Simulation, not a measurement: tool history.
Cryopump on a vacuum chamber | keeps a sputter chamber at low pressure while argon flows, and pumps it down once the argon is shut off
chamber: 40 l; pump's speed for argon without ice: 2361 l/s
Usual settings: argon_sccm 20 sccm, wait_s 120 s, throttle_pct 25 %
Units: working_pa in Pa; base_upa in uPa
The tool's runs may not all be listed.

{"run": 1, "day": 0.0, "argon_sccm": 20, "wait_s": 120, "throttle_pct": 25, "working_pa": 0.0581, "base_upa": 0.78}
{"run": 2, "day": 3.092, "argon_sccm": 20, "wait_s": 120, "throttle_pct": 25, "working_pa": 0.058, "base_upa": 0.82}
{"run": 3, "day": 6.833, "argon_sccm": 20, "wait_s": 120, "throttle_pct": 25, "working_pa": 0.0585, "base_upa": 0.86}
{"run": 4, "day": 11.633, "argon_sccm": 20, "wait_s": 120, "throttle_pct": 25, "working_pa": 0.0602, "base_upa": 0.87}
{"run": 5, "day": 16.796, "argon_sccm": 20, "wait_s": 120, "throttle_pct": 25, "working_pa": 0.0607, "base_upa": 0.92}
{"run": 6, "day": 20.358, "argon_sccm": 20, "wait_s": 120, "throttle_pct": 25, "working_pa": 0.0596, "base_upa": 0.91}
{"run": 7, "day": 22.5, "argon_sccm": 20, "wait_s": 120, "throttle_pct": 25, "working_pa": 0.0592, "base_upa": 0.94}
{"run": 8, "day": 24.942, "argon_sccm": 20, "wait_s": 120, "throttle_pct": 25, "working_pa": 0.0611, "base_upa": 1.0}
{"run": 9, "day": 30.012, "argon_sccm": 20, "wait_s": 120, "throttle_pct": 25, "working_pa": 0.0599, "base_upa": 0.46}
{"run": 10, "day": 34.946, "argon_sccm": 20, "wait_s": 120, "throttle_pct": 25, "working_pa": 0.0614, "base_upa": 0.46}
{"run": 11, "day": 39.238, "argon_sccm": 20, "wait_s": 120, "throttle_pct": 25, "working_pa": 0.0617, "base_upa": 0.48}
{"run": 12, "day": 41.683, "argon_sccm": 20, "wait_s": 120, "throttle_pct": 25, "working_pa": 0.0632, "base_upa": 0.44}
{"run": 13, "day": 45.667, "argon_sccm": 20, "wait_s": 120, "throttle_pct": 21, "working_pa": 0.0728, "base_upa": 0.47}
{"run": 14, "day": 49.267, "argon_sccm": 20, "wait_s": 189, "throttle_pct": 25, "working_pa": 0.0633, "base_upa": 0.38}
{"run": 15, "day": 53.408, "argon_sccm": 20, "wait_s": 120, "throttle_pct": 25, "working_pa": 0.064, "base_upa": 0.52}
{"run": 16, "day": 57.112, "argon_sccm": 20, "wait_s": 120, "throttle_pct": 25, "working_pa": 0.0655, "base_upa": 0.55}
{"run": 17, "day": 61.142, "argon_sccm": 20, "wait_s": 120, "throttle_pct": 42, "working_pa": 0.0424, "base_upa": 0.55}
{"run": 18, "day": 63.917, "argon_sccm": 19, "wait_s": 52, "throttle_pct": 42, "working_pa": 0.032, "base_upa": 0.86}
{"run": 19, "day": 66.246, "argon_sccm": 34, "wait_s": 57, "throttle_pct": 25, "working_pa": 0.0986, "base_upa": 0.78}
{"run": 20, "day": 70.404, "argon_sccm": 25, "wait_s": 214, "throttle_pct": 29, "working_pa": 0.0634, "base_upa": 0.36}
{"run": 21, "day": 72.525, "argon_sccm": 25, "wait_s": 214, "throttle_pct": 29, "working_pa": 0.0626, "base_upa": 0.42}
{"run": 22, "day": 76.088, "argon_sccm": 25, "wait_s": 214, "throttle_pct": 29, "working_pa": 0.0632, "base_upa": 0.39}
{"run": 23, "day": 81.088, "argon_sccm": 33, "wait_s": 30, "throttle_pct": 23, "working_pa": 0.1048, "base_upa": 1.37}
{"run": 24, "day": 85.667, "argon_sccm": 23, "wait_s": 29, "throttle_pct": 22, "working_pa": 0.0772, "base_upa": 1.42}
{"run": 25, "day": 90.125, "argon_sccm": 17, "wait_s": 144, "throttle_pct": 49, "working_pa": 0.0266, "base_upa": 0.55}
{"run": 26, "day": 94.262, "argon_sccm": 17, "wait_s": 144, "throttle_pct": 49, "working_pa": 0.027, "base_upa": 0.55}
{"run": 27, "day": 98.992, "argon_sccm": 24, "wait_s": 100, "throttle_pct": 44, "working_pa": 0.0432, "base_upa": 0.63}
{"run": 28, "day": 101.612, "argon_sccm": 11, "wait_s": 53, "throttle_pct": 46, "working_pa": 0.0198, "base_upa": 0.96}
{"run": 29, "day": 104.092, "argon_sccm": 11, "wait_s": 53, "throttle_pct": 46, "working_pa": 0.019, "base_upa": 0.98}
{"run": 30, "day": 108.775, "argon_sccm": 11, "wait_s": 33, "throttle_pct": 50, "working_pa": 0.019, "base_upa": 1.37}
{"run": 31, "day": 112.25, "argon_sccm": 11, "wait_s": 33, "throttle_pct": 50, "working_pa": 0.019, "base_upa": 1.36}
{"run": 32, "day": 114.696, "argon_sccm": 11, "wait_s": 33, "throttle_pct": 50, "working_pa": 0.019, "base_upa": 1.41}
{"run": 33, "day": 119.292, "argon_sccm": 21, "wait_s": 253, "throttle_pct": 37, "working_pa": 0.0478, "base_upa": 0.56}
{"run": 34, "day": 121.479, "argon_sccm": 19, "wait_s": 120, "throttle_pct": 58, "working_pa": 0.0299, "base_upa": 0.74}

Taken out of this log: 2 entries between the listed runs. Where each belongs, and how the hidden state differs across it:
Between runs 8 and 9: leaking fittings of the chamber tightened, without venting (day 28.417)
  pump's speed, % of a pump's without ice: 83.8 -> 81.4; cold plate's temperature, K: 12.61 -> 12.67; leak into the chamber, uPa l/s: 1361 -> 317
  measured less the result without the state, working_pa: +0.0030 -> +0.0035 Pa; base_upa: +0.57 -> +0.04 uPa
Between runs 17 and 18: pump warmed up, emptied and cooled again (day 63.917)
  pump's speed, % of a pump's without ice: 66.3 -> 99.3; cold plate's temperature, K: 13.07 -> 13.1; leak into the chamber, uPa l/s: 455 -> 465
  measured less the result without the state, working_pa: +0.0077 -> +0.0004 Pa; base_upa: +0.17 -> +0.08 uPa

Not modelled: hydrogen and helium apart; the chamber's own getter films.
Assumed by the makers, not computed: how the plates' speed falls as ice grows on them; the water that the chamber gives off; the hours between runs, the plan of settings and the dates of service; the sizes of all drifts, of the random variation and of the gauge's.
